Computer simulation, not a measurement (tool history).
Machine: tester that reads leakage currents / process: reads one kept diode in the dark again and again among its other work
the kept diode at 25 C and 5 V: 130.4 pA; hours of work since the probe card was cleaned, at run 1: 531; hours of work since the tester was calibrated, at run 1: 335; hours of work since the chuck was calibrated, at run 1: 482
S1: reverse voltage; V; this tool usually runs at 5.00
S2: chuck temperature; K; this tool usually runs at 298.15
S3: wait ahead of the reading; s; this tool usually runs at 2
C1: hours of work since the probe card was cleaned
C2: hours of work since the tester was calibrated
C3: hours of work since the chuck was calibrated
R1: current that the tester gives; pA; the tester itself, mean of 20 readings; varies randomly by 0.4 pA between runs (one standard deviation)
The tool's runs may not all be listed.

| run | day | S1 | S2 | S3 | C1 | C2 | C3 | R1 |
|---|---|---|---|---|---|---|---|---|
| 1 | 0.000 | 5.00 | 298.15 | 2 | 531 | 335 | 482 | 122.63 |
| 2 | 1.208 | 5.19 | 298.15 | 2 | 550 | 354 | 501 | 124.79 |
| 3 | 2.375 | 5.19 | 298.15 | 2 | 568 | 372 | 519 | 124.63 |
| 4 | 4.588 | 8.86 | 298.15 | 2 | 602 | 406 | 553 | 165.94 |
| 5 | 6.725 | 8.86 | 310.15 | 2 | 635 | 439 | 586 | 419.24 |
| 6 | 7.717 | 8.86 | 310.15 | 2 | 650 | 454 | 601 | 415.70 |
| 7 | 9.500 | 8.86 | 310.15 | 2 | 678 | 482 | 629 | 418.14 |
| 8 | 11.712 | 5.00 | 298.15 | 2 | 712 | 516 | 663 | 119.94 |
| 9 | 13.071 | 5.00 | 298.15 | 2 | 733 | 537 | 684 | 119.34 |
| 10 | 15.175 | 5.00 | 298.15 | 2 | 765 | 569 | 716 | 119.37 |
| 11 | 16.704 | 5.00 | 306.15 | 2 | 789 | 593 | 740 | 223.23 |

The next listed run, before its measurement:
| 12 | 18.042 | 1.55 | 298.15 | 2 | 810 | 613 | 761 | ? |

Run 12 gave R1 62.54 pA.
The same run, on a tool lacking any hidden state, would have yielded R1 70.01 pA.
